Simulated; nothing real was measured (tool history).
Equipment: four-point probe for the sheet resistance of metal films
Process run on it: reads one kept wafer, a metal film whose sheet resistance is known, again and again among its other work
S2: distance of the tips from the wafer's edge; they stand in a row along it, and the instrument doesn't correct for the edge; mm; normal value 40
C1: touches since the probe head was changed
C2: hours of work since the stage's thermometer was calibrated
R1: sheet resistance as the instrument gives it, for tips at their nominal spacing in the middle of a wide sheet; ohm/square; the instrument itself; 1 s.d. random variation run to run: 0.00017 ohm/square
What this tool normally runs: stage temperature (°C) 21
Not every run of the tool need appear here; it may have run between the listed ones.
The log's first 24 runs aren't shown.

Run 25, hour 1269.4: usual settings but stage temperature (°C) 19, S2 68 mm; C1 6833; C2 2566. Result: R1 0.844792 ohm/square.
Run 26, hour 1316.5: usual settings but stage temperature (°C) 19, S2 5 mm; C1 9353; C2 2597. Result: R1 0.851908 ohm/square.
Run 27, hour 1388.4: usual settings but stage temperature (°C) 29, S2 13 mm; C1 13202; C2 2644. Result: R1 0.854464 ohm/square.
Run 28, hour 1449.3: usual settings but stage temperature (°C) 25, S2 13 mm; C1 16459; C2 2683. Result: R1 0.851342 ohm/square.
Run 29, hour 1492.6: usual settings but stage temperature (°C) 34; C1 18775; C2 2711. Result: R1 0.858200 ohm/square.
Run 30, hour 1524.9: usual settings but stage temperature (°C) 31, S2 68 mm; C1 20507; C2 2732. Result: R1 0.855093 ohm/square.
Run 31, hour 1563.1: usual settings but stage temperature (°C) 31, S2 68 mm; C1 22551; C2 2757. Result: R1 0.855342 ohm/square.
Run 32, hour 1633.4: usual settings but stage temperature (°C) 31, S2 68 mm; C1 26312; C2 2802. Result: R1 0.855286 ohm/square.
Run 33, hour 1708.8: usual settings but stage temperature (°C) 27, S2 53 mm; C1 30346; C2 2851. Result: R1 0.851696 ohm/square.
Run 34, hour 1779.6: usual settings but stage temperature (°C) 27, S2 53 mm; C1 34139; C2 2897. Result: R1 0.851538 ohm/square.
Run 35, hour 1817.8: usual settings but stage temperature (°C) 29, S2 56 mm; C1 36185; C2 2922. Result: R1 0.853372 ohm/square.
Run 36, hour 1876.8: usual settings but S2 26 mm; C1 39343; C2 2960. Result: R1 0.846553 ohm/square.
At hour 1889.7: stage's thermometer calibrated.
Run 37, hour 1916.4: usual settings but stage temperature (°C) 22, S2 63 mm; C1 41435; C2 17. Result: R1 0.847315 ohm/square.
Run 38, hour 1967.4: usual settings but stage temperature (°C) 30, S2 39 mm; C1 44161; C2 50. Result: R1 0.854120 ohm/square.
Run 39, hour 2003.0: usual settings but stage temperature (°C) 30, S2 39 mm; C1 46070; C2 74. Result: R1 0.854691 ohm/square.
Run 40, hour 2038.7: usual settings but stage temperature (°C) 23, S2 39 mm; C1 47977; C2 97. Result: R1 0.848061 ohm/square.
Run 41, hour 2080.8: usual settings but stage temperature (°C) 23, S2 39 mm; C1 50232; C2 124. Result: R1 0.848355 ohm/square.
Run 42, hour 2121.1: usual settings but stage temperature (°C) 23, S2 39 mm; C1 52387; C2 150. Result: R1 0.848281 ohm/square.
Run 43, hour 2154.0: usual settings but stage temperature (°C) 23, S2 39 mm; C1 54153; C2 171. Result: R1 0.848451 ohm/square.
Run 44, hour 2194.0: usual settings but stage temperature (°C) 23, S2 23 mm; C1 56291; C2 197. Result: R1 0.848198 ohm/square.

Forecast each of these 3 alternatives for the next run:
Run A, hour 2238.8: usual settings but stage temperature (°C) 31, S2 15 mm; C1 58688; C2 226. Result: R1 ?.
Run B, hour 2238.8: usual settings but stage temperature (°C) 18, S2 9 mm; C1 58688; C2 226. Result: R1 ?.
Run C, hour 2238.8: usual settings but stage temperature (°C) 22, S2 4 mm; C1 58688; C2 226. Result: R1 ?.

run        R1
  A  0.855506
  B  0.845965
  C  0.858531
Stripped of hidden state, with their random variation kept, the same runs would have yielded:
run        R1
  A  0.855328
  B  0.845788
  C  0.858352
